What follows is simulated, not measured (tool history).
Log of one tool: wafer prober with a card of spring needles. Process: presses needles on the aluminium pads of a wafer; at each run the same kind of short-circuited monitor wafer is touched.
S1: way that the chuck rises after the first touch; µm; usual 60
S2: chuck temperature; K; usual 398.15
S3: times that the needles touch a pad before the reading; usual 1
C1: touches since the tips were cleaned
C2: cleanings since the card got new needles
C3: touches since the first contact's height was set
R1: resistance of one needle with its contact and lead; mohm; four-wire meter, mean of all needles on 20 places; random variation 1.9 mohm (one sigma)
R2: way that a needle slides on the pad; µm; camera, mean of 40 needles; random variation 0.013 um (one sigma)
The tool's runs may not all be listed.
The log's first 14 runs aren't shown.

run     day  S1      S2  S3    C1  C2     C3   R1     R2
     13.308  -- tips cleaned on abrasive film
 15  13.917  60  398.15   1  5494  34  44081  236  12.63
     14.038  -- tips cleaned on abrasive film
 16  14.675  60  398.15   1  5755  35  50904  234  12.61
     14.788  -- tips cleaned on abrasive film
 17  15.258  60  398.15   1  4269  36  56153  234  12.57
     15.521  -- tips cleaned on abrasive film
 18  15.962  60  357.15   1  4006  37  62517  227  12.57
     16.250  -- tips cleaned on abrasive film
 19  16.788  60  357.15   1  4868  38  69943  229  12.53
     17.050  -- tips cleaned on abrasive film
     17.729  -- height of the first contact set anew
     17.846  -- tips cleaned on abrasive film
 20  18.088  60  305.15   3  2157  40   3198  184  12.74
     18.617  -- tips cleaned on abrasive film
 21  19.296  60  305.15   3  6167  41  14120  194  12.70
     19.379  -- tips cleaned on abrasive film
 22  19.996  77  397.15   2  5578  42  20428  206  16.29
     20.158  -- tips cleaned on abrasive film
     20.988  -- tips cleaned on abrasive film
 23  21.096  60  348.15   3   994  44  30312  194  12.66
     21.783  -- tips cleaned on abrasive film
 24  22.300  60  348.15   3  4675  45  41163  202  12.63
     22.508  -- tips cleaned on abrasive film
 25  23.142  49  302.15   3  5730  46  48751  203  10.27
     23.262  -- tips cleaned on abrasive film
 26  23.767  49  302.15   3  4553  47  54374  202  10.26
     24.008  -- tips cleaned on abrasive film
     24.783  -- tips cleaned on abrasive film
 27  24.804  49  302.15   3   215  49  63723  181  10.21

The next listed run, before its measurement:
 28  25.462  44  310.15   2  6156  49  69664   ?   ?

Run 28 gave R1 234 mohm, R2 9.15 µm.
Without the tool's hidden state the same run would have given R1 180 mohm, R2 9.36 µm.
